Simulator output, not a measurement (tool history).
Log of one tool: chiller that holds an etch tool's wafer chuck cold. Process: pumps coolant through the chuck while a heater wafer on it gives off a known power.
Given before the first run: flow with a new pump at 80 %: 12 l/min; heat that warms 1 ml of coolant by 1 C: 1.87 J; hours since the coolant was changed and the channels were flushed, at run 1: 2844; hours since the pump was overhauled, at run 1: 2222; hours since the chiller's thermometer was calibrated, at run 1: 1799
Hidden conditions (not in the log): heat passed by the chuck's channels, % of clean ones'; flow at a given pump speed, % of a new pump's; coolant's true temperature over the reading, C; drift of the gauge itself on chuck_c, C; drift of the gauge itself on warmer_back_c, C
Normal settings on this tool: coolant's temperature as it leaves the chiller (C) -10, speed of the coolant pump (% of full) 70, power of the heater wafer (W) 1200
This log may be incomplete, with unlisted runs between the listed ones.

run	day	coolant's temperature as it leaves the chiller (C)	speed of the coolant pump (% of full)	power of the heater wafer (W)	hours since the coolant was changed and the channels were flushed	hours since the pump was overhauled	hours since the chiller's thermometer was calibrated	chuck's temperature once it has settled (C)	how much warmer the coolant comes back (C)
1	0	-10	70	1200	2844	2222	1799	5.3	3.95
2	1.854	-10	70	1200	2888	2266	1844	5.4	3.99
3	2.646	-10	70	1200	2907	2285	1863	5.5	4.02
4	3.996	-10	70	1200	2940	2318	1895	5.5	3.95
5	5.492	-10	70	1200	2976	2354	1931	5.5	3.98
6	7.317	-10	70	1200	3019	2398	1975	5.6	3.96
7	9.012	-10	70	1200	3060	2438	2015	5.5	3.99
8	10.342	-10	70	1200	3092	2470	2047	5.5	3.98
9	11.429	-10	70	1200	3118	2496	2073	5.7	4
10	12.992	-10	70	1200	3156	2534	2111	5.7	3.94
11	14.775	-9	70	1200	3198	2577	2154	6.6	3.99
12	16.7	-9	70	1200	3245	2623	2200	6.7	3.99
13	17.988	-9	70	1200	3276	2654	2231	6.8	3.97
14	19.521	-9	70	1200	3312	2691	2268	6.8	4.09
15	21.088	-20	70	1200	3350	2728	2305	-4.1	3.97
16	22.967	-5	70	1200	3395	2773	2350	10.9	3.98
17	23.875	-10	75	1091	3417	2795	2372	4	3.43
18	25.783	-11	79	750	3463	2841	2418	-1.6	2.25
19	27.692	-11	63	750	3508	2887	2464	-0.3	2.8
20	28.762	-11	63	750	3534	2912	2489	-0.1	2.76
21	30.542	-18	66	750	3577	2955	2532	-7.5	2.64
22	31.942	-15	63	750	3611	2989	2566	-4.2	2.82
23	33.525	-10	91	1603	3649	3027	2604	8.7	4.18
24	34.675	-10	75	960	3676	3054	2631	2.6	2.99
25	35.871	-10	75	960	3705	3083	2660	2.7	3
26	37.683	-10	61	735	3748	3126	2703	0.9	2.88
27	39.025	-10	61	735	3780	3159	2736	0.9	2.89
28	40.3	-10	61	735	3811	3189	2766	1.1	2.93
29	42.071	-2	75	1200	3854	3232	2809	13.8	3.75
30	43.167	-2	75	1200	3880	3258	2835	13.7	3.85
31	44.546	-2	75	1200	3913	3291	2868	13.8	3.87
32	46.488	-7	70	1200	3960	3338	2915	9.4	4.08

4 ways to go on from here, each from the tool as it stands after run 32. What would each give?
A	47.342	-13	80	945	3980	3358	2935	?	?
B	47.342	-10	81	780	3980	3358	2935	?	?
C	47.342	-9	74	861	3980	3358	2935	?	?
D	47.342	-1	77	1200	3980	3358	2935	?	?

run	chuck's temperature once it has settled (C)	how much warmer the coolant comes back (C)
A	-0.6	2.77
B	0	2.31
C	2.6	2.82
D	14.7	3.68
With no hidden state in the tool, these same runs would have given:
run	chuck's temperature once it has settled (C)	how much warmer the coolant comes back (C)
A	-3.3	2.49
B	-2.3	2.08
C	0	2.55
D	11.3	3.32
